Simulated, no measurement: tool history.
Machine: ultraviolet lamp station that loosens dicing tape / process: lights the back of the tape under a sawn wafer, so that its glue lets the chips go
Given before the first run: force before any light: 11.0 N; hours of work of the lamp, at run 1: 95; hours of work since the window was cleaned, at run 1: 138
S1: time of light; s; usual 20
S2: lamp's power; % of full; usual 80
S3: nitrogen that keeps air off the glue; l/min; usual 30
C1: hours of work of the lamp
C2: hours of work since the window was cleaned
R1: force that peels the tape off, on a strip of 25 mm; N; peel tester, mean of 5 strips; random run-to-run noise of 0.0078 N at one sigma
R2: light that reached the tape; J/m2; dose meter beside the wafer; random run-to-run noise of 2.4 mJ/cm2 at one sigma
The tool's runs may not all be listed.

| run | hour | S1 | S2 | S3 | C1 | C2 | R1 | R2 |
|---|---|---|---|---|---|---|---|---|
| 1 | 0.0 | 20 | 80 | 30 | 95 | 138 | 0.336 | 2330 |
| 2 | 8.0 | 20 | 87 | 30 | 99 | 143 | 0.301 | 2570 |
| 3 | 18.6 | 20 | 87 | 30 | 105 | 149 | 0.304 | 2530 |
| 4 | 26.1 | 20 | 87 | 30 | 110 | 153 | 0.294 | 2490 |
| 5 | 33.5 | 20 | 87 | 30 | 114 | 158 | 0.304 | 2480 |
| 6 | 38.1 | 20 | 80 | 30 | 116 | 160 | 0.336 | 2330 |
| 7 | 44.5 | 20 | 80 | 30 | 120 | 164 | 0.343 | 2290 |
| 8 | 54.5 | 20 | 80 | 30 | 126 | 169 | 0.342 | 2310 |
| 9 | 63.8 | 20 | 80 | 56 | 131 | 175 | 0.297 | 2210 |
| 10 | 70.8 | 20 | 95 | 30 | 135 | 179 | 0.276 | 2710 |
| 11 | 81.0 | 20 | 95 | 30 | 141 | 185 | 0.273 | 2650 |
| 12 | 86.2 | 22 | 95 | 30 | 144 | 188 | 0.256 | 2950 |
| 13 | 96.2 | 20 | 80 | 18 | 149 | 193 | 0.416 | 2240 |
| 14 | 105.2 | 20 | 80 | 18 | 155 | 198 | 0.409 | 2220 |
| 15 | 114.5 | 20 | 70 | 18 | 160 | 204 | 0.576 | 1950 |
| 16 | 119.7 | 20 | 70 | 18 | 163 | 207 | 0.555 | 1970 |
| 17 | 126.5 | 20 | 70 | 18 | 167 | 210 | 0.575 | 1920 |
| 18 | 134.9 | 20 | 90 | 10 | 171 | 215 | 0.427 | 2450 |
| 19 | 143.3 | 29 | 65 | 30 | 176 | 220 | 0.293 | 2590 |
| 20 | 149.5 | 16 | 98 | 10 | 180 | 223 | 0.616 | 2170 |
| 21 | 158.4 | 22 | 80 | 16 | 185 | 229 | 0.393 | 2420 |
| 22 | 163.0 | 22 | 80 | 16 | 187 | 231 | 0.399 | 2470 |
| 23 | 170.4 | 22 | 80 | 16 | 192 | 235 | 0.373 | 2400 |
| 24 | 176.9 | 20 | 60 | 26 | 195 | 239 | 0.678 | 1660 |
| 25 | 187.0 | 15 | 79 | 17 | 201 | 245 | 0.854 | 1620 |
| 26 | 196.1 | 17 | 61 | 9 | 206 | 250 | 1.487 | 1440 |
| 27 | 200.9 | 10 | 80 | 13 | 209 | 253 | 2.018 | 1110 |
| 28 | 210.8 | 22 | 69 | 35 | 215 | 258 | 0.401 | 2070 |
| 29 | 216.3 | 22 | 88 | 17 | 218 | 261 | 0.331 | 2640 |
| 30 | 227.0 | 20 | 80 | 29 | 224 | 268 | 0.389 | 2190 |
| 31 | 234.1 | 20 | 80 | 29 | 228 | 272 | 0.379 | 2140 |

Here are 3 independent what-if runs from the current tool condition. What would each one return?
| A | 242.2 | 20 | 93 | 32 | 232 | 276 | ? | ? |
| B | 242.2 | 37 | 65 | 29 | 232 | 276 | ? | ? |
| C | 242.2 | 11 | 78 | 29 | 232 | 276 | ? | ? |

| run | R1 | R2 |
|---|---|---|
| A | 0.278 | 2470 |
| B | 0.230 | 3220 |
| C | 1.412 | 1200 |
Stripped of hidden state, with their random variation kept, the same runs would have yielded:
| run | R1 | R2 |
|---|---|---|
| A | 0.235 | 2900 |
| B | 0.217 | 3770 |
| C | 1.040 | 1400 |

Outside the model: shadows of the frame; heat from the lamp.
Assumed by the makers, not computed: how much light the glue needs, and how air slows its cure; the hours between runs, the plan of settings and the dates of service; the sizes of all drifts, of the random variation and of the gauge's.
